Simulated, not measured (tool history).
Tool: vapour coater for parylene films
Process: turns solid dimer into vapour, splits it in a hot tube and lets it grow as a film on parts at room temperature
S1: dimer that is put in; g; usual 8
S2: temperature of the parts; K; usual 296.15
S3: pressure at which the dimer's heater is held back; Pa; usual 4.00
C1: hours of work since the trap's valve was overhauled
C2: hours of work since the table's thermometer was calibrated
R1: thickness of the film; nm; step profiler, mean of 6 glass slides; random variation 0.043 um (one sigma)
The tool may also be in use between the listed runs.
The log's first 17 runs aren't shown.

run	hour	S1	S2	S3	C1	C2	R1
18	554.0	8	296.15	7.73	36	1062	4430
19	573.4	3	296.15	7.73	50	1075	1630
20	605.3	8	296.15	4.07	72	1097	4720
21	641.3	8	307.15	4.00	96	1122	3460
22	665.9	8	307.15	4.00	113	1139	3360
23	688.8	10	298.15	11.27	129	1155	4880
24	714.4	4	296.15	4.00	147	1172	2330
25	745.7	9	302.15	6.38	168	1194	4110
26	781.9	9	302.15	6.38	193	1219	4120
27	810.7	4	291.15	4.12	213	1239	2610
# hour 837.9: table's thermometer calibrated
28	854.2	13	296.15	5.42	242	11	7040
29	889.6	8	288.15	2.93	267	36	5680
30	928.2	8	288.15	2.93	294	62	5580
31	958.6	8	288.15	2.93	314	83	5560
32	983.8	8	288.15	3.80	332	101	5430
33	1011.3	8	296.15	3.45	351	120	4440
34	1053.0	8	296.15	3.45	380	148	4360
35	1073.0	10	296.15	8.52	393	162	4970
36	1102.2	10	296.15	8.52	413	182	4960
37	1144.5	7	295.15	8.85	443	211	3540
38	1166.6	10	299.15	8.01	458	227	4580
39	1192.3	8	292.15	4.00	476	244	4730
40	1235.3	3	292.15	6.96	505	274	1660
41	1266.9	10	305.15	3.46	527	296	4130

4 ways to go on from here, each from the tool as it stands after run 41. What would each give?
A	1286.6	12	305.15	3.46	541	309	?
B	1286.6	11	296.15	4.00	541	309	?
C	1286.6	10	289.15	11.34	541	309	?
D	1286.6	4	288.15	3.62	541	309	?

run	R1
A	4960
B	5810
C	5660
D	2580
Without the tool's hidden state the same runs would have given:
run	R1
A	5630
B	6590
C	6430
D	2930
